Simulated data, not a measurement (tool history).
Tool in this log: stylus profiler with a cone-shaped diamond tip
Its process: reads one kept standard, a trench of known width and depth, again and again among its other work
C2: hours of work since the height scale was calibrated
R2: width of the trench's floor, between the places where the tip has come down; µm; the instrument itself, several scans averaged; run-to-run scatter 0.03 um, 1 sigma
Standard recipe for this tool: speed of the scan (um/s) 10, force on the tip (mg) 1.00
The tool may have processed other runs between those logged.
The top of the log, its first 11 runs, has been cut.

Run 12, day 5.333: usual settings but speed of the scan (um/s) 17; scans with this tip 1250; C2 207. Result: depth of the trench (Å) 5025.8, R2 16.85 µm.
Run 13, day 5.983: usual settings but speed of the scan (um/s) 17; scans with this tip 1319; C2 218. Result: depth of the trench (Å) 5022.5, R2 16.86 µm.
Run 14, day 6.792: usual settings but speed of the scan (um/s) 17; scans with this tip 1404; C2 232. Result: depth of the trench (Å) 5023.4, R2 16.90 µm.
Run 15, day 7.188: usual settings but speed of the scan (um/s) 30; scans with this tip 1446; C2 239. Result: depth of the trench (Å) 5026.6, R2 16.83 µm.
Run 16, day 7.808: usual settings but speed of the scan (um/s) 30; scans with this tip 1511; C2 250. Result: depth of the trench (Å) 5025.3, R2 16.81 µm.
Run 17, day 8.500: usual settings but speed of the scan (um/s) 30; scans with this tip 1584; C2 262. Result: depth of the trench (Å) 5026.7, R2 16.84 µm.
Run 18, day 9.279: usual settings but speed of the scan (um/s) 30; scans with this tip 1667; C2 276. Result: depth of the trench (Å) 5024.2, R2 16.85 µm.
Run 19, day 9.962: usual settings but speed of the scan (um/s) 30; scans with this tip 1739; C2 287. Result: depth of the trench (Å) 5022.9, R2 16.84 µm.
Run 20, day 10.596: usual settings but force on the tip (mg) 0.97; scans with this tip 1806; C2 299. Result: depth of the trench (Å) 5025.6, R2 16.96 µm.
Run 21, day 11.167: usual settings but speed of the scan (um/s) 2, force on the tip (mg) 0.96; scans with this tip 1866; C2 308. Result: depth of the trench (Å) 5027.9, R2 17.01 µm.
Run 22, day 11.796: usual settings but speed of the scan (um/s) 39, force on the tip (mg) 1.27; scans with this tip 1932; C2 319. Result: depth of the trench (Å) 5033.3, R2 16.81 µm.
Run 23, day 12.604: usual settings but speed of the scan (um/s) 6, force on the tip (mg) 0.54; scans with this tip 2017; C2 334. Result: depth of the trench (Å) 5017.3, R2 16.95 µm.
Run 24, day 13.242: usual settings but speed of the scan (um/s) 2, force on the tip (mg) 0.35; scans with this tip 2084; C2 345. Result: depth of the trench (Å) 5013.2, R2 17.00 µm.
Run 25, day 13.592: usual settings but speed of the scan (um/s) 12, force on the tip (mg) 2.59; scans with this tip 2121; C2 351. Result: depth of the trench (Å) 5049.7, R2 16.98 µm.
Run 26, day 13.938: usual settings but speed of the scan (um/s) 12, force on the tip (mg) 2.59; scans with this tip 2158; C2 357. Result: depth of the trench (Å) 5046.9, R2 16.98 µm.

Estimate the outcome of run 27 from the log above:
Run 27, day 14.296: usual settings but speed of the scan (um/s) 8, force on the tip (mg) 0.40; scans with this tip 2196; C2 363. Result: depth of the trench (Å) ?, R2 ?.

depth of the trench (Å): 5014.2
R2: 16.93 µm
Without the tool's hidden state the same run would have given depth of the trench (Å) 5014.3, R2 16.93 µm.

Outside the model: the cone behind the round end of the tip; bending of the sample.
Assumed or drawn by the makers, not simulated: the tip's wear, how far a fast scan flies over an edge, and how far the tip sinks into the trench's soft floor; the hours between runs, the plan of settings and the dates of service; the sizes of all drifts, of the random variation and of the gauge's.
